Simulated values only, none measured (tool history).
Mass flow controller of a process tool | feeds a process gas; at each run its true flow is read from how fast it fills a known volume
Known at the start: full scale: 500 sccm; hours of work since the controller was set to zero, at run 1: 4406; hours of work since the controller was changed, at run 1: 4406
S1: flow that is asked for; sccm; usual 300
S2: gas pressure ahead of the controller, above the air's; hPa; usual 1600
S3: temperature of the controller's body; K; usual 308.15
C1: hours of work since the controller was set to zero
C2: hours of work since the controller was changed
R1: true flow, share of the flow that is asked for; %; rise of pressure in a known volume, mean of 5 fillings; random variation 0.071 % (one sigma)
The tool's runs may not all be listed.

Run 1, hour 0.0: usual settings; C1 4406; C2 4406. Result: R1 100.35 %.
Run 2, hour 373.1: usual settings; C1 4697; C2 4697. Result: R1 100.21 %.
Run 3, hour 856.3: usual settings; C1 5074; C2 5074. Result: R1 100.18 %.
At hour 890.6: controller's zero set anew.
Run 4, hour 1359.5: usual settings; C1 366; C2 5467. Result: R1 100.13 %.
At hour 1620.8: controller exchanged for a calibrated one.
Run 5, hour 1642.2: usual settings; C1 17; C2 17. Result: R1 100.13 %.
Run 6, hour 1863.7: usual settings; C1 190; C2 190. Result: R1 100.28 %.
Run 7, hour 2259.1: usual settings; C1 498; C2 498. Result: R1 100.16 %.
Run 8, hour 2628.0: usual settings; C1 786; C2 786. Result: R1 100.21 %.
Run 9, hour 3117.7: usual settings but S3 309.15 K; C1 1168; C2 1168. Result: R1 100.22 %.
Run 10, hour 3395.3: usual settings but S2 1520 hPa; C1 1385; C2 1385. Result: R1 100.24 %.
Run 11, hour 3877.3: usual settings but S2 1520 hPa; C1 1761; C2 1761. Result: R1 100.14 %.
Run 12, hour 4383.3: usual settings but S2 1520 hPa; C1 2156; C2 2156. Result: R1 100.23 %.
Run 13, hour 4839.9: usual settings but S2 1520 hPa; C1 2512; C2 2512. Result: R1 100.20 %.
Run 14, hour 5182.5: usual settings but S2 1520 hPa; C1 2780; C2 2780. Result: R1 100.16 %.
Run 15, hour 5636.4: usual settings but S2 1520 hPa; C1 3134; C2 3134. Result: R1 100.28 %.
Run 16, hour 5946.8: usual settings but S2 1520 hPa; C1 3376; C2 3376. Result: R1 100.18 %.
Run 17, hour 6474.6: usual settings but S1 102 sccm; C1 3788; C2 3788. Result: R1 99.31 %.
Run 18, hour 6770.1: usual settings but S1 102 sccm; C1 4018; C2 4018. Result: R1 99.45 %.
Run 19, hour 7046.3: usual settings but S1 94 sccm, S3 299.15 K; C1 4234; C2 4234. Result: R1 98.40 %.
Run 20, hour 7588.0: usual settings but S2 2270 hPa, S3 298.15 K; C1 4657; C2 4657. Result: R1 99.33 %.
Run 21, hour 7862.4: usual settings but S1 140 sccm, S2 1660 hPa; C1 4871; C2 4871. Result: R1 99.55 %.
At hour 8149.0: controller's zero set anew.
Run 22, hour 8304.9: usual settings but S1 140 sccm, S2 1660 hPa; C1 122; C2 5216. Result: R1 99.57 %.
Run 23, hour 8662.5: usual settings but S1 157 sccm, S2 1740 hPa, S3 300.15 K; C1 401; C2 5495. Result: R1 98.74 %.
At hour 8905.9: controller exchanged for a calibrated one.
Run 24, hour 9031.9: usual settings but S1 324 sccm, S2 2450 hPa; C1 98; C2 98. Result: R1 100.66 %.
Run 25, hour 9570.1: usual settings but S1 324 sccm, S2 2450 hPa; C1 518; C2 518. Result: R1 100.70 %.
Run 26, hour 9914.7: usual settings but S1 324 sccm, S2 2450 hPa; C1 787; C2 787. Result: R1 100.51 %.
Run 27, hour 10204.0: usual settings but S3 294.15 K; C1 1013; C2 1013. Result: R1 98.66 %.
Run 28, hour 10536.0: usual settings but S1 297 sccm, S2 2180 hPa, S3 294.15 K; C1 1272; C2 1272. Result: R1 98.88 %.
Run 29, hour 10891.8: usual settings but S1 297 sccm, S2 2180 hPa, S3 294.15 K; C1 1550; C2 1550. Result: R1 98.79 %.
Run 30, hour 11129.8: usual settings but S1 308 sccm, S2 1880 hPa, S3 309.15 K; C1 1735; C2 1735. Result: R1 100.41 %.

Forecast each of these 3 alternatives for the next run:
Run A, hour 11620.1: usual settings but S1 295 sccm, S2 1960 hPa, S3 293.15 K; C1 2118; C2 2118. Result: R1 ?.
Run B, hour 11620.1: usual settings but S1 308 sccm, S2 1880 hPa, S3 313.15 K; C1 2118; C2 2118. Result: R1 ?.
Run C, hour 11620.1: usual settings but S1 57 sccm, S2 1760 hPa, S3 309.15 K; C1 2118; C2 2118. Result: R1 ?.

run      R1
  A   98.66
  B  100.89
  C   99.42
Without the tool's hidden state the same runs would have given:
run      R1
  A   98.66
  B  100.89
  C   99.41
